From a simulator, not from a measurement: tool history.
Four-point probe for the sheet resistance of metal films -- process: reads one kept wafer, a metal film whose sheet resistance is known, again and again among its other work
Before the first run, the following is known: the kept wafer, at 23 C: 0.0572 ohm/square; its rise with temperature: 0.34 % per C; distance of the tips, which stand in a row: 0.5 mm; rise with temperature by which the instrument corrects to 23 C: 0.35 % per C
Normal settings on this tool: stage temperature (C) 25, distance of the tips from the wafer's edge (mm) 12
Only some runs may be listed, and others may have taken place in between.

| run | hour | stage temperature (C) | distance of the tips from the wafer's edge (mm) | sheet resistance as the instrument gives it (ohm/square) |
|---|---|---|---|---|
| 1 | 0 | 25 | 12 | 0.057233 |
| 2 | 22.8 | 25 | 12 | 0.057257 |
| 3 | 36.7 | 25 | 12 | 0.057251 |
| 4 | 64 | 25 | 12 | 0.057249 |
| 5 | 78.3 | 25 | 12 | 0.057228 |
| 6 | 92.8 | 25 | 12 | 0.057243 |
| 7 | 115.5 | 21 | 12 | 0.057279 |
| 8 | 143.9 | 21 | 12 | 0.057238 |
| 9 | 157.4 | 21 | 12 | 0.057265 |
| 10 | 183.6 | 21 | 12 | 0.057259 |
| 11 | 204.1 | 25 | 12 | 0.057257 |
| 12 | 220.7 | 25 | 12 | 0.057239 |
| 13 | 251.3 | 25 | 12 | 0.057248 |
| 14 | 279.1 | 25 | 12 | 0.057222 |
| 15 | 295.5 | 28 | 12 | 0.057226 |
| 16 | 323 | 28 | 12 | 0.057228 |
| 17 | 337.7 | 25 | 20 | 0.057198 |
| 18 | 363 | 25 | 12 | 0.057261 |
| 19 | 382.3 | 25 | 12 | 0.057247 |
| 20 | 409.4 | 25 | 12 | 0.057247 |
| 21 | 440.4 | 25 | 12 | 0.057233 |
| 22 | 460.3 | 25 | 69 | 0.057198 |
| 23 | 488 | 25 | 69 | 0.057195 |
| 24 | 505.1 | 32 | 66 | 0.05715 |
| 25 | 518.8 | 29 | 11 | 0.05724 |
| 26 | 540.7 | 32 | 63 | 0.057148 |
| 27 | 558.8 | 32 | 63 | 0.057136 |
| 28 | 581.2 | 30 | 63 | 0.057167 |
| 29 | 611.9 | 29 | 12 | 0.057219 |
| 30 | 625.4 | 29 | 12 | 0.057228 |
| 31 | 647.6 | 22 | 5 | 0.057524 |
| 32 | 664.6 | 23 | 5 | 0.05749 |
| 33 | 696 | 20 | 12 | 0.057285 |
| 34 | 719.1 | 20 | 12 | 0.05726 |
| 35 | 748.9 | 24 | 42 | 0.057217 |
| 36 | 780.5 | 26 | 12 | 0.057248 |
| 37 | 801.9 | 26 | 12 | 0.057238 |
| 38 | 826.4 | 26 | 12 | 0.057249 |
| 39 | 841.5 | 31 | 48 | 0.05716 |
| 40 | 858 | 35 | 48 | 0.057114 |
| 41 | 887.6 | 25 | 51 | 0.05719 |
| 42 | 908.6 | 34 | 27 | 0.057142 |
| 43 | 929.1 | 25 | 15 | 0.057225 |
| 44 | 955.5 | 25 | 15 | 0.057235 |
| 45 | 985.3 | 30 | 3 | 0.057992 |
| 46 | 1017.3 | 26 | 66 | 0.057198 |

Consider 3 possible next runs. They are alternatives, not a sequence: every one starts from the tool as it was left by run 46. What does each give?
| A | 1035.5 | 24 | 29 | ? |
| B | 1035.5 | 26 | 31 | ? |
| C | 1035.5 | 23 | 5 | ? |

| run | sheet resistance as the instrument gives it (ohm/square) |
|---|---|
| A | 0.057204 |
| B | 0.05717 |
| C | 0.057524 |
Had the tool no hidden state, the same runs would have come out as:
| run | sheet resistance as the instrument gives it (ohm/square) |
|---|---|
| A | 0.057203 |
| B | 0.057169 |
| C | 0.057523 |

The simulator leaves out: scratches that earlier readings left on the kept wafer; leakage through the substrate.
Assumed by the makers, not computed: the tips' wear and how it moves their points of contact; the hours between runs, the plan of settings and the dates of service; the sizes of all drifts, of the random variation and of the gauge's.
